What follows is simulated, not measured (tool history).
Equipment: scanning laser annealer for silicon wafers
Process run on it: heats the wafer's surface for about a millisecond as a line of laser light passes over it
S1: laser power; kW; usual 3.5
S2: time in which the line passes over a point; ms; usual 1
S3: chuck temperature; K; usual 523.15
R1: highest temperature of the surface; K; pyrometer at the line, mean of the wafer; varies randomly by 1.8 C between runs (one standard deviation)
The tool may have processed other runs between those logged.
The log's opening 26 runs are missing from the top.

| run | hour | S1 | S2 | S3 | R1 |
|---|---|---|---|---|---|
| 27 | 218.4 | 3.654 | 1.01 | 496.15 | 1205.15 |
| 28 | 230.6 | 3.215 | 0.98 | 527.15 | 1124.15 |
| 29 | 239.7 | 3.661 | 0.72 | 495.15 | 1109.15 |
| 30 | 249.6 | 2.984 | 0.88 | 520.15 | 1036.15 |
| 31 | 254.7 | 3.554 | 0.76 | 523.15 | 1128.15 |
| 32 | 263.6 | 3.554 | 0.76 | 523.15 | 1131.15 |
| 33 | 274.7 | 3.643 | 1 | 523.15 | 1226.15 |
| 34 | 286.4 | 3.643 | 1 | 523.15 | 1225.15 |
| 35 | 291.5 | 3.5 | 1.02 | 533.15 | 1208.15 |
| 36 | 299.6 | 3.139 | 0.98 | 527.15 | 1102.15 |
| 37 | 308.8 | 3.139 | 1.02 | 557.15 | 1145.15 |
| 38 | 314.8 | 3.139 | 1.02 | 557.15 | 1142.15 |
| 39 | 324.5 | 3.139 | 1.02 | 557.15 | 1146.15 |
| 40 | 334.4 | 3.139 | 1.02 | 557.15 | 1141.15 |
| 41 | 344.6 | 3.139 | 1.02 | 557.15 | 1143.15 |

4 options for the next run, each taken on its own from the tool as it stands now. Forecast them:
| A | 352.7 | 3.588 | 0.75 | 497.15 | ? |
| B | 352.7 | 3.744 | 0.81 | 557.15 | ? |
| C | 352.7 | 3.451 | 0.79 | 555.15 | ? |
| D | 352.7 | 3.187 | 1 | 528.15 | ? |

| run | R1 |
|---|---|
| A | 1103.15 |
| B | 1223.15 |
| C | 1148.15 |
| D | 1120.15 |
With the hidden condition removed and each run's random variation left untouched, the same runs would have given:
| run | R1 |
|---|---|
| A | 1134.15 |
| B | 1257.15 |
| C | 1178.15 |
| D | 1151.15 |
